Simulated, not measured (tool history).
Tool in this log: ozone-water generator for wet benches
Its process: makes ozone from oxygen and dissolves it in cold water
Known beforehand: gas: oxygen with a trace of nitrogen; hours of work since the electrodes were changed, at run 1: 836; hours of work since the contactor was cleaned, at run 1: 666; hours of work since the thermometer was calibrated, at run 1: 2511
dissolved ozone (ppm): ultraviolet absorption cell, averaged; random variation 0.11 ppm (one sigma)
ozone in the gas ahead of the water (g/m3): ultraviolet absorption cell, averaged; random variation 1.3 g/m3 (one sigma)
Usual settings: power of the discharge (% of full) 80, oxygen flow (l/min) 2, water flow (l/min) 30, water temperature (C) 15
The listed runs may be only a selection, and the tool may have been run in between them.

run    hour  power of the discharge (% of full)  oxygen flow (l/min)  water flow (l/min)  water temperature (C)  hours of work since the electrodes were changed  hours of work since the contactor was cleaned  hours of work since the thermometer was calibrated  dissolved ozone (ppm)  ozone in the gas ahead of the water (g/m3)
  1       0                                  80                    2                  30                     15                                              836                                            666                                                2511                    8.4                                       233.3
  2      57                                  80                    2                  30                     15                                              881                                            711                                                2556                    8.7                                       231.2
  3      98                                  80                    2                  30                     15                                              913                                            743                                                2588                    8.6                                       232.5
  4   129.4                                  80                 2.38                  30                     15                                              938                                            768                                                2613                    8.5                                       206.4
  5   163.6                                  80                 1.13                  30                     15                                              965                                            795                                                2640                    7.6                                       345.9
  6   190.4                                  80                 1.06                  30                     15                                              986                                            816                                                2661                    7.4                                       358.1
  7   235.7                                  80                 1.06                  30                     15                                             1022                                            852                                                2697                    7.6                                       356.6
  8   265.5                                  80                    2                  30                     15                                             1045                                            875                                                2720                    8.2                                       230.8
      269.5  -- water thermometer calibrated
  9   318.3                                  80                    2                  30                     15                                             1086                                            916                                                  38                    8.4                                       229.9
 10   350.9                                  80                    2                  30                     15                                             1112                                            942                                                  64                    8.5                                       226.9
 11   398.6                                  66                    2                  30                     15                                             1150                                            980                                                 102                    7.5                                       205.1
 12   425.5                                  80                    2                  30                     15                                             1171                                           1001                                                 123                    8.4                                       230.7
 13   482.9                                  80                    2                  42                     15                                             1216                                           1046                                                 168                    5.7                                       226.2
 14   519.8                                  80                    2                  30                     15                                             1245                                           1075                                                 197                    8.2                                       224.7
 15   557.1                                  80                    2                  30                     15                                             1275                                           1104                                                 227                      8                                       227.7
      590.6  -- water thermometer calibrated, once more
 16   600.1                                  68                    2                  27                     10                                             1308                                           1138                                                   7                    8.5                                       207.5
 17   660.2                                  64                    2                  30                     10                                             1355                                           1185                                                  55                    7.2                                       199.6
 18   686.6                                  64                 1.06                  30                     10                                             1376                                           1206                                                  76                    6.4                                       311.7
 19   741.5                                  64                 1.06                  30                     10                                             1419                                           1249                                                 119                    6.4                                       310.6
 20   779.7                                  64                 1.06                  30                     10                                             1450                                           1280                                                 149                    6.6                                       310.8
 21   813.5                                  80                 1.04                  30                     15                                             1476                                           1306                                                 176                    7.2                                       353.2
 22   867.6                                  80                 1.88                  30                     15                                             1519                                           1349                                                 218                    7.9                                       235.8
 23   920.1                                  51                 3.15                  30                     15                                             1560                                           1390                                                 260                    6.6                                       127.7
 24   973.8                                  52                    2                  30                     11                                             1603                                           1432                                                 302                    6.6                                       176.9
 25  1033.8                                  57                 1.48                  30                      7                                             1650                                           1480                                                 349                    6.5                                         232
 26  1079.4                                  95                 1.63                  30                     10                                             1686                                           1516                                                 385                    8.5                                       276.2
 27  1104.1                                  87                    2                  44                     15                                             1705                                           1535                                                 405                    5.3                                       230.8
 28  1140.9                                  87                    2                  44                     15                                             1734                                           1564                                                 434                    5.3                                       229.4
 29  1176.4                                  80                  1.7                  30                     13                                             1762                                           1592                                                 462                    7.7                                       245.1
 30  1229.1                                  80                    2                  21                     14                                             1804                                           1634                                                 503                   11.3                                         219

Below, some changes in dissolved ozone (ppm) between adjacent runs. For each, the amount present without the hidden state too (settings, incoming material, random variation) and the amount remaining for the hidden state with gauge scatter not shared by both compared results:
The tool's hidden condition here consists of: yield of the discharge, % of new electrodes'; contactor's efficiency, % of a clean one's; true water temperature over the reading, C; drift of the gauge itself on ozone_ppm, %; drift of the gauge itself on gas_g_m3, %.
Run 12 -> 13: water flow (l/min) 30 -> 42. dissolved ozone (ppm) -2.7: hidden state +0.2, all else -2.9.
Run 25 -> 26: power of the discharge (% of full) 57 -> 95, oxygen flow (l/min) 1.48 -> 1.63, water temperature (C) 7 -> 10. dissolved ozone (ppm) +2: hidden state -0.5, all else +2.5.
Run 26 -> 27: power of the discharge (% of full) 95 -> 87, oxygen flow (l/min) 1.63 -> 2, water flow (l/min) 30 -> 44, water temperature (C) 10 -> 15. dissolved ozone (ppm) -3.2: hidden state +0.4, all else -3.6.
Run 29 -> 30: oxygen flow (l/min) 1.7 -> 2, water flow (l/min) 30 -> 21, water temperature (C) 13 -> 14. dissolved ozone (ppm) +3.6: hidden state -0.6, all else +4.2.

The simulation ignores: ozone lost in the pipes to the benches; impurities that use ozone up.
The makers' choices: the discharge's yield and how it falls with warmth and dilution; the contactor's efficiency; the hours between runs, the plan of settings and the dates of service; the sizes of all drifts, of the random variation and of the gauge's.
